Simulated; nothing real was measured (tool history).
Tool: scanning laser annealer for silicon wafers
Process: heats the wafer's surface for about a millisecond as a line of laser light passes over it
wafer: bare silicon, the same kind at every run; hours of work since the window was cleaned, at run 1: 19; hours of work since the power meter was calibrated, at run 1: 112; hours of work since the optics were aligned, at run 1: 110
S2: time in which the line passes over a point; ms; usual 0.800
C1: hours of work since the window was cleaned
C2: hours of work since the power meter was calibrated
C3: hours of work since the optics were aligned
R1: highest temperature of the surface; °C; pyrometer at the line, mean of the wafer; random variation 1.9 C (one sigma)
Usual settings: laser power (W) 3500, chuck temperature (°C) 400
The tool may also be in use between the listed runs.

Run 1, hour 0.0: usual settings; C1 19; C2 112; C3 110. Result: R1 1132 °C.
Run 2, hour 9.0: usual settings; C1 25; C2 118; C3 116. Result: R1 1134 °C.
Run 3, hour 18.0: usual settings; C1 30; C2 123; C3 121. Result: R1 1134 °C.
Run 4, hour 29.1: usual settings; C1 37; C2 130; C3 128. Result: R1 1131 °C.
Run 5, hour 39.8: usual settings; C1 44; C2 137; C3 135. Result: R1 1131 °C.
Run 6, hour 49.9: usual settings; C1 50; C2 143; C3 141. Result: R1 1131 °C.
Run 7, hour 56.4: usual settings; C1 54; C2 147; C3 145. Result: R1 1127 °C.
Run 8, hour 64.5: usual settings but S2 0.618 ms; C1 59; C2 152; C3 150. Result: R1 1029 °C.
Run 9, hour 75.6: usual settings but S2 0.618 ms; C1 66; C2 159; C3 157. Result: R1 1030 °C.
Run 10, hour 85.8: usual settings but S2 0.618 ms; C1 72; C2 165; C3 163. Result: R1 1027 °C.
Run 11, hour 94.5: usual settings but laser power (W) 3565, S2 0.618 ms; C1 78; C2 171; C3 169. Result: R1 1038 °C.
Run 12, hour 104.0: usual settings; C1 83; C2 176; C3 175. Result: R1 1128 °C.
Run 13, hour 112.1: usual settings; C1 88; C2 181; C3 180. Result: R1 1127 °C.
Run 14, hour 123.1: usual settings but laser power (W) 3657; C1 95; C2 188; C3 186. Result: R1 1169 °C.
Run 15, hour 134.7: usual settings but laser power (W) 3657; C1 102; C2 195; C3 194. Result: R1 1162 °C.
Run 16, hour 139.5: usual settings but chuck temperature (°C) 389; C1 105; C2 198; C3 197. Result: R1 1112 °C.
Run 17, hour 148.1: usual settings but chuck temperature (°C) 389; C1 111; C2 204; C3 202. Result: R1 1111 °C.
Run 18, hour 158.7: usual settings but chuck temperature (°C) 389; C1 117; C2 210; C3 208. Result: R1 1113 °C.
Run 19, hour 165.8: usual settings but chuck temperature (°C) 389; C1 122; C2 215; C3 213. Result: R1 1108 °C.
Run 20, hour 175.3: usual settings; C1 128; C2 221; C3 219. Result: R1 1124 °C.
Run 21, hour 184.8: usual settings but chuck temperature (°C) 421; C1 133; C2 226; C3 225. Result: R1 1146 °C.
Run 22, hour 192.6: usual settings but laser power (W) 3447, S2 0.567 ms; C1 138; C2 231; C3 229. Result: R1 981 °C.
Run 23, hour 199.2: usual settings but laser power (W) 3431, S2 0.690 ms, chuck temperature (°C) 428; C1 142; C2 235; C3 234. Result: R1 1075 °C.
Run 24, hour 206.4: usual settings but laser power (W) 3586, S2 0.715 ms; C1 147; C2 240; C3 238. Result: R1 1095 °C.
At hour 209.9: laser's power meter calibrated.
Run 25, hour 214.8: usual settings but laser power (W) 3586, S2 0.715 ms; C1 150; C2 3; C3 241. Result: R1 1094 °C.
Run 26, hour 222.7: usual settings but laser power (W) 3586, S2 0.715 ms; C1 155; C2 8; C3 246. Result: R1 1098 °C.
Run 27, hour 228.2: usual settings but laser power (W) 3586, S2 0.756 ms; C1 158; C2 11; C3 250. Result: R1 1123 °C.
Run 28, hour 235.2: usual settings but laser power (W) 3788, S2 0.656 ms, chuck temperature (°C) 404; C1 163; C2 16; C3 254. Result: R1 1110 °C.
Run 29, hour 242.3: usual settings but laser power (W) 3662, S2 0.882 ms, chuck temperature (°C) 423; C1 167; C2 20; C3 258. Result: R1 1227 °C.
At hour 247.5: laser's power meter calibrated, once more.
Run 30, hour 252.4: usual settings but laser power (W) 3662, S2 0.882 ms, chuck temperature (°C) 423; C1 172; C2 3; C3 263. Result: R1 1230 °C.
Run 31, hour 258.8: usual settings but laser power (W) 3662, S2 0.882 ms, chuck temperature (°C) 423; C1 176; C2 7; C3 267. Result: R1 1229 °C.
Run 32, hour 266.3: usual settings but laser power (W) 3799, S2 0.902 ms, chuck temperature (°C) 406; C1 180; C2 12; C3 271. Result: R1 1260 °C.
Run 33, hour 277.8: usual settings but laser power (W) 3799, S2 0.902 ms, chuck temperature (°C) 406; C1 187; C2 19; C3 278. Result: R1 1257 °C.
Run 34, hour 287.5: usual settings but laser power (W) 3799, S2 0.902 ms, chuck temperature (°C) 406; C1 193; C2 25; C3 285. Result: R1 1257 °C.
Run 35, hour 298.9: usual settings but S2 0.593 ms, chuck temperature (°C) 431; C1 200; C2 32; C3 292. Result: R1 1038 °C.
Run 36, hour 304.2: usual settings but chuck temperature (°C) 432; C1 204; C2 35; C3 295. Result: R1 1149 °C.
Run 37, hour 311.7: usual settings but laser power (W) 3632, S2 0.668 ms, chuck temperature (°C) 385; C1 208; C2 40; C3 300. Result: R1 1063 °C.
Run 38, hour 321.0: usual settings but laser power (W) 3838, S2 0.711 ms, chuck temperature (°C) 378; C1 214; C2 45; C3 305. Result: R1 1129 °C.
Run 39, hour 327.3: usual settings but laser power (W) 3838, S2 0.711 ms, chuck temperature (°C) 378; C1 218; C2 49; C3 309. Result: R1 1128 °C.
Run 40, hour 338.5: usual settings but laser power (W) 3838, S2 0.824 ms, chuck temperature (°C) 385; C1 225; C2 56; C3 316. Result: R1 1204 °C.
Run 41, hour 344.4: usual settings but laser power (W) 3507, S2 0.596 ms; C1 229; C2 60; C3 320. Result: R1 1010 °C.

Measured less the same run without the tool's hidden state. The same run-to-run variation is in both; the gauge's scatter may not be:
The hidden state here: light that passes the window, % of a clean one's; laser's true power over the reading, %; width of the line over the set one, %; drift of the gauge itself on peak_c, C.
run   R1
  1   -8
  2   -8
  3   -9
  4   -9
  5  -10
  6  -10
  7  -11
  8  -10
  9  -10
 10  -11
 11  -12
 12  -14
 13  -15
 14  -16
 15  -16
 16  -16
 17  -16
 18  -17
 19  -17
 20  -18
 21  -18
 22  -16
 23  -17
 24  -19
 25  -20
 26  -20
 27  -22
 28  -22
 29  -25
 30  -23
 31  -23
 32  -24
 33  -25
 34  -26
 35  -19
 36  -23
 37  -22
 38  -25
 39  -25
 40  -28
 41  -21
